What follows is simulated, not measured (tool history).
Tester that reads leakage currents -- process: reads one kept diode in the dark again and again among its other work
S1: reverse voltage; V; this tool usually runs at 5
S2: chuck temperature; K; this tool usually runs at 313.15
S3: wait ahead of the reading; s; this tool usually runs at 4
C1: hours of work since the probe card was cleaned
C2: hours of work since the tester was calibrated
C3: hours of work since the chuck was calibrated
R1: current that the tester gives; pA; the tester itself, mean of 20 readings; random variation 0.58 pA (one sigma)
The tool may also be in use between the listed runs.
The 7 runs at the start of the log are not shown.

run,hour,S1,S2,S3,C1,C2,C3,R1
8,326.9,5,313.15,8.78,1146,1379,833,221.83
9,388.8,5,313.15,4,1177,1411,864,221.13
# hour 437: chuck's temperature calibrated
10,444.4,5,313.15,4,1205,1439,4,203.18
11,485.3,3.08,313.15,4,1226,1460,25,165.29
12,521.1,3.08,313.15,4,1245,1478,43,165.28
13,553.1,3.08,313.15,4,1261,1495,60,166.85
14,598.5,3.08,313.15,1.11,1284,1518,83,166.69
15,630.7,3.08,313.15,1.11,1301,1535,100,167.83
16,670.4,5,313.15,4,1321,1555,120,206.74
17,702.8,5,313.15,4,1338,1572,137,206.8
18,737.9,5,313.15,4,1356,1590,155,207.29
19,794,5,313.15,4,1385,1619,184,206.84
20,822,5,313.15,4,1400,1633,198,209.4
# hour 828.1: tester calibrated
21,861.8,5,313.15,4,1419,17,218,209.69
22,906.6,3.7,311.15,1.14,1442,40,241,159.51
23,937.7,13.48,318.15,2.14,1458,56,257,461.17
24,991.6,13.48,318.15,2.14,1486,84,285,463.29
25,1052.1,13.48,318.15,2.14,1517,115,316,463.96
26,1095.3,5,311.15,4,1539,138,338,184.43
27,1136.2,5,311.15,4,1560,159,359,185.45
28,1172.3,3.49,332.15,5.29,1579,177,378,675.05

Expected results for the next run?
# hour 1182.7: tester calibrated, once more
29,1233.4,3.49,332.15,5.29,1609,26,408,?

R1: 680.22 pA
Had the tool carried no hidden state, the very same run would have given R1 645.68 pA.

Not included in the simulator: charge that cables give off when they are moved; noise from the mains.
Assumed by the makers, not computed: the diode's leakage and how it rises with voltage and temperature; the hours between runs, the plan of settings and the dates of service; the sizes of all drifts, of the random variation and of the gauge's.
